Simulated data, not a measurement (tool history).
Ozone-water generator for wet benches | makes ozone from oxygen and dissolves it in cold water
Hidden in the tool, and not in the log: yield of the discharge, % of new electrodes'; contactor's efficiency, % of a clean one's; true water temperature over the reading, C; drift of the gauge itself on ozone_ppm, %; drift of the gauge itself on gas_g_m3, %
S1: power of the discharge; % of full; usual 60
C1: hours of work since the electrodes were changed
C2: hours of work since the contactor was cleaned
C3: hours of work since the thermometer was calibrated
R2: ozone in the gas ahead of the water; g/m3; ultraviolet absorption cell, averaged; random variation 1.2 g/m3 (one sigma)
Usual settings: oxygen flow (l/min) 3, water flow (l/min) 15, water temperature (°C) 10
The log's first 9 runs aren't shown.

{"run": 10, "hour": 285.9, "S1": 60, "oxygen flow (l/min)": 3, "water flow (l/min)": 15, "water temperature (°C)": 6, "C1": 1292, "C2": 6695, "C3": 3543, "dissolved ozone (ppm)": 20.8, "R2": 212.7}
{"run": 11, "hour": 332.6, "S1": 60, "oxygen flow (l/min)": 3, "water flow (l/min)": 15, "water temperature (°C)": 6, "C1": 1321, "C2": 6725, "C3": 3573, "dissolved ozone (ppm)": 20.8, "R2": 213.8}
{"run": 12, "hour": 367.8, "S1": 60, "oxygen flow (l/min)": 3, "water flow (l/min)": 15, "water temperature (°C)": 6, "C1": 1344, "C2": 6747, "C3": 3595, "dissolved ozone (ppm)": 20.8, "R2": 212.5}
{"run": 13, "hour": 401.0, "S1": 60, "oxygen flow (l/min)": 3, "water flow (l/min)": 15, "water temperature (°C)": 10, "C1": 1365, "C2": 6768, "C3": 3616, "dissolved ozone (ppm)": 19.8, "R2": 213.4}
{"run": 14, "hour": 423.2, "S1": 60, "oxygen flow (l/min)": 2.89, "water flow (l/min)": 15, "water temperature (°C)": 10, "C1": 1379, "C2": 6782, "C3": 3630, "dissolved ozone (ppm)": 19.9, "R2": 217.8}
{"run": 15, "hour": 459.5, "S1": 60, "oxygen flow (l/min)": 3, "water flow (l/min)": 15, "water temperature (°C)": 10, "C1": 1402, "C2": 6805, "C3": 3653, "dissolved ozone (ppm)": 19.7, "R2": 212.6}
{"run": 16, "hour": 492.1, "S1": 61, "oxygen flow (l/min)": 3, "water flow (l/min)": 15, "water temperature (°C)": 10, "C1": 1422, "C2": 6825, "C3": 3673, "dissolved ozone (ppm)": 20.5, "R2": 214.6}
{"run": 17, "hour": 522.9, "S1": 60, "oxygen flow (l/min)": 3, "water flow (l/min)": 15, "water temperature (°C)": 13, "C1": 1442, "C2": 6845, "C3": 3693, "dissolved ozone (ppm)": 19.5, "R2": 213.5}
{"run": 18, "hour": 568.0, "S1": 60, "oxygen flow (l/min)": 3, "water flow (l/min)": 15, "water temperature (°C)": 13, "C1": 1470, "C2": 6873, "C3": 3721, "dissolved ozone (ppm)": 19.4, "R2": 210.6}
{"run": 19, "hour": 611.5, "S1": 47, "oxygen flow (l/min)": 3, "water flow (l/min)": 15, "water temperature (°C)": 11, "C1": 1498, "C2": 6901, "C3": 3749, "dissolved ozone (ppm)": 16.2, "R2": 176.4}
{"run": 20, "hour": 642.7, "S1": 47, "oxygen flow (l/min)": 3, "water flow (l/min)": 15, "water temperature (°C)": 11, "C1": 1518, "C2": 6921, "C3": 3769, "dissolved ozone (ppm)": 16.1, "R2": 174.8}
{"run": 21, "hour": 665.1, "S1": 80, "oxygen flow (l/min)": 2.06, "water flow (l/min)": 20, "water temperature (°C)": 8, "C1": 1532, "C2": 6935, "C3": 3783, "dissolved ozone (ppm)": 16.9, "R2": 311.7}
{"run": 22, "hour": 699.4, "S1": 80, "oxygen flow (l/min)": 2.06, "water flow (l/min)": 20, "water temperature (°C)": 8, "C1": 1554, "C2": 6957, "C3": 3805, "dissolved ozone (ppm)": 16.8, "R2": 308.4}
{"run": 23, "hour": 721.6, "S1": 42, "oxygen flow (l/min)": 3, "water flow (l/min)": 11, "water temperature (°C)": 10, "C1": 1568, "C2": 6971, "C3": 3819, "dissolved ozone (ppm)": 19.4, "R2": 161.4}
{"run": 24, "hour": 762.3, "S1": 82, "oxygen flow (l/min)": 4.76, "water flow (l/min)": 16, "water temperature (°C)": 6, "C1": 1593, "C2": 6996, "C3": 3844, "dissolved ozone (ppm)": 27.8, "R2": 224.2}
{"run": 25, "hour": 790.9, "S1": 61, "oxygen flow (l/min)": 2, "water flow (l/min)": 11, "water temperature (°C)": 11, "C1": 1611, "C2": 7014, "C3": 3862, "dissolved ozone (ppm)": 23.7, "R2": 255.7}
{"run": 26, "hour": 823.4, "S1": 46, "oxygen flow (l/min)": 3, "water flow (l/min)": 15, "water temperature (°C)": 12, "C1": 1632, "C2": 7035, "C3": 3883, "dissolved ozone (ppm)": 15.9, "R2": 172.6}
{"run": 27, "hour": 857.6, "S1": 46, "oxygen flow (l/min)": 3, "water flow (l/min)": 15, "water temperature (°C)": 12, "C1": 1654, "C2": 7057, "C3": 3905, "dissolved ozone (ppm)": 15.6, "R2": 173.3}
{"run": 28, "hour": 891.5, "S1": 55, "oxygen flow (l/min)": 3, "water flow (l/min)": 20, "water temperature (°C)": 17, "C1": 1675, "C2": 7078, "C3": 3926, "dissolved ozone (ppm)": 13.1, "R2": 198.4}
{"run": 29, "hour": 919.4, "S1": 55, "oxygen flow (l/min)": 3, "water flow (l/min)": 20, "water temperature (°C)": 17, "C1": 1693, "C2": 7096, "C3": 3944, "dissolved ozone (ppm)": 13.4, "R2": 197.9}
{"run": 30, "hour": 956.1, "S1": 55, "oxygen flow (l/min)": 1.96, "water flow (l/min)": 20, "water temperature (°C)": 14, "C1": 1716, "C2": 7119, "C3": 3967, "dissolved ozone (ppm)": 11.8, "R2": 237.1}
{"run": 31, "hour": 979.7, "S1": 92, "oxygen flow (l/min)": 3, "water flow (l/min)": 15, "water temperature (°C)": 10, "C1": 1731, "C2": 7134, "C3": 3982, "dissolved ozone (ppm)": 27.5, "R2": 296.1}
{"run": 32, "hour": 1006.0, "S1": 60, "oxygen flow (l/min)": 2.49, "water flow (l/min)": 12, "water temperature (°C)": 7, "C1": 1747, "C2": 7151, "C3": 3998, "dissolved ozone (ppm)": 23.8, "R2": 228.3}

5 ways to go on from here, each from the tool as it stands after run 32. What would each give?
{"run": "A", "hour": 1049.2, "S1": 60, "oxygen flow (l/min)": 2.49, "water flow (l/min)": 12, "water temperature (°C)": 8, "C1": 1775, "C2": 7178, "C3": 4026, "dissolved ozone (ppm)": "?", "R2": "?"}
{"run": "B", "hour": 1049.2, "S1": 68, "oxygen flow (l/min)": 2.49, "water flow (l/min)": 12, "water temperature (°C)": 6, "C1": 1775, "C2": 7178, "C3": 4026, "dissolved ozone (ppm)": "?", "R2": "?"}
{"run": "C", "hour": 1049.2, "S1": 81, "oxygen flow (l/min)": 3.2, "water flow (l/min)": 16, "water temperature (°C)": 7, "C1": 1775, "C2": 7178, "C3": 4026, "dissolved ozone (ppm)": "?", "R2": "?"}
{"run": "D", "hour": 1049.2, "S1": 60, "oxygen flow (l/min)": 4.82, "water flow (l/min)": 15, "water temperature (°C)": 10, "C1": 1775, "C2": 7178, "C3": 4026, "dissolved ozone (ppm)": "?", "R2": "?"}
{"run": "E", "hour": 1049.2, "S1": 48, "oxygen flow (l/min)": 2.49, "water flow (l/min)": 12, "water temperature (°C)": 5, "C1": 1775, "C2": 7178, "C3": 4026, "dissolved ozone (ppm)": "?", "R2": "?"}

run=A dissolved_ozone_(ppm)=23.1 R2=227.1
run=B dissolved_ozone_(ppm)=26.5 R2=253.3
run=C dissolved_ozone_(ppm)=24.7 R2=261.2
run=D dissolved_ozone_(ppm)=21.6 R2=174.5
run=E dissolved_ozone_(ppm)=20.3 R2=192.6
Without the tool's hidden state the same runs would have given:
run=A dissolved_ozone_(ppm)=24.8 R2=231.5
run=B dissolved_ozone_(ppm)=28.4 R2=258.9
run=C dissolved_ozone_(ppm)=26.7 R2=267.7
run=D dissolved_ozone_(ppm)=23.3 R2=177.9
run=E dissolved_ozone_(ppm)=21.7 R2=195.6
